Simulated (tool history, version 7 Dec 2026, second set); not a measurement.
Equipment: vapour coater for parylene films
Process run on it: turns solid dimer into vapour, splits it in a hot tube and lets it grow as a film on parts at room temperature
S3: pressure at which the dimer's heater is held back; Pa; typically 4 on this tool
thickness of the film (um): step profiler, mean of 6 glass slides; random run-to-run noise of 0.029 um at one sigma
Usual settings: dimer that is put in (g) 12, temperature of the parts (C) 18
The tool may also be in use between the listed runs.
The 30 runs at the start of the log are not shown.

{"run": 31, "hour": 934.5, "dimer that is put in (g)": 6, "temperature of the parts (C)": 19, "S3": 2.69, "thickness of the film (um)": 1.29}
{"run": 32, "hour": 963.7, "dimer that is put in (g)": 16, "temperature of the parts (C)": 20, "S3": 4.46, "thickness of the film (um)": 3.13}
{"run": 33, "hour": 992.3, "dimer that is put in (g)": 13, "temperature of the parts (C)": 16, "S3": 2.81, "thickness of the film (um)": 3.12}
{"run": 34, "hour": 1016.6, "dimer that is put in (g)": 12, "temperature of the parts (C)": 13, "S3": 10.46, "thickness of the film (um)": 2.72}
{"run": 35, "hour": 1058.2, "dimer that is put in (g)": 16, "temperature of the parts (C)": 29, "S3": 7.38, "thickness of the film (um)": 1.99}
{"run": 36, "hour": 1093.1, "dimer that is put in (g)": 16, "temperature of the parts (C)": 29, "S3": 7.38, "thickness of the film (um)": 2}
{"run": 37, "hour": 1121.8, "dimer that is put in (g)": 16, "temperature of the parts (C)": 29, "S3": 7.38, "thickness of the film (um)": 1.99}
{"run": 38, "hour": 1160.8, "dimer that is put in (g)": 12, "temperature of the parts (C)": 18, "S3": 3.84, "thickness of the film (um)": 2.5}
{"run": 39, "hour": 1202.7, "dimer that is put in (g)": 12, "temperature of the parts (C)": 18, "S3": 3.84, "thickness of the film (um)": 2.51}
{"run": 40, "hour": 1236.0, "dimer that is put in (g)": 12, "temperature of the parts (C)": 12, "S3": 3.25, "thickness of the film (um)": 3.24}
{"run": 41, "hour": 1255.8, "dimer that is put in (g)": 15, "temperature of the parts (C)": 20, "S3": 4, "thickness of the film (um)": 2.87}
{"run": 42, "hour": 1300.6, "dimer that is put in (g)": 12, "temperature of the parts (C)": 20, "S3": 3.72, "thickness of the film (um)": 2.31}
{"run": 43, "hour": 1340.7, "dimer that is put in (g)": 19, "temperature of the parts (C)": 17, "S3": 2.38, "thickness of the film (um)": 4.32}
{"run": 44, "hour": 1360.6, "dimer that is put in (g)": 9, "temperature of the parts (C)": 18, "S3": 2.41, "thickness of the film (um)": 1.94}

Estimate the outcome of run 45 from the log above:
{"run": 45, "hour": 1379.3, "dimer that is put in (g)": 8, "temperature of the parts (C)": 26, "S3": 10.74, "thickness of the film (um)": "?"}

thickness of the film (um): 1.05
If the tool had no hidden condition, the same run with the same run-to-run variation would have returned thickness of the film (um) 1.17.
